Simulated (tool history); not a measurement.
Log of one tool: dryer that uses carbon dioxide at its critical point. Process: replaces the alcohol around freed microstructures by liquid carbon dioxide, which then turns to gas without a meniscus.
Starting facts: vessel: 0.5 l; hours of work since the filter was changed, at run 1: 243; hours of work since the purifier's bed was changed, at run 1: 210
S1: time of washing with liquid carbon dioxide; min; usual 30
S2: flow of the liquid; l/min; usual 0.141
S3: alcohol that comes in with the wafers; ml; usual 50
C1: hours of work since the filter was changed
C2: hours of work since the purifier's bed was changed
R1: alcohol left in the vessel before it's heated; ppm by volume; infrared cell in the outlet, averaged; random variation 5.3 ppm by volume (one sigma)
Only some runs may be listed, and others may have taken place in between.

Run 1, day 0: usual settings; C1 243; C2 210. Result: R1 203 ppm by volume.
Run 2, day 0.338: usual settings; C1 250; C2 216. Result: R1 201 ppm by volume.
Run 3, day 0.771: usual settings but S2 0.113 l/min; C1 258; C2 224. Result: R1 612 ppm by volume.
Run 4, day 1.058: usual settings but S2 0.113 l/min; C1 263; C2 230. Result: R1 596 ppm by volume.
Run 5, day 1.254: usual settings but S2 0.113 l/min; C1 267; C2 234. Result: R1 608 ppm by volume.
Run 6, day 1.688: usual settings; C1 275; C2 242. Result: R1 199 ppm by volume.
Run 7, day 2.1: usual settings; C1 283; C2 249. Result: R1 203 ppm by volume.
Run 8, day 2.354: usual settings but S1 36 min; C1 288; C2 254. Result: R1 114 ppm by volume.
Run 9, day 2.579: usual settings but S1 36 min; C1 292; C2 258. Result: R1 108 ppm by volume.
Run 10, day 2.85: usual settings; C1 297; C2 263. Result: R1 215 ppm by volume.
Run 11, day 3.254: usual settings but S2 0.169 l/min; C1 305; C2 271. Result: R1 115 ppm by volume.
Run 12, day 3.554: usual settings but S2 0.169 l/min; C1 310; C2 277. Result: R1 111 ppm by volume.

Expected results for the next run?
Run 13, day 3.975: usual settings but S2 0.169 l/min; C1 318; C2 285. Result: R1 ?.

{"run 13": {"R1": 118}}
Were there no unlogged condition in the tool, this run, its random variation unchanged, would have produced R1 29 ppm by volume.
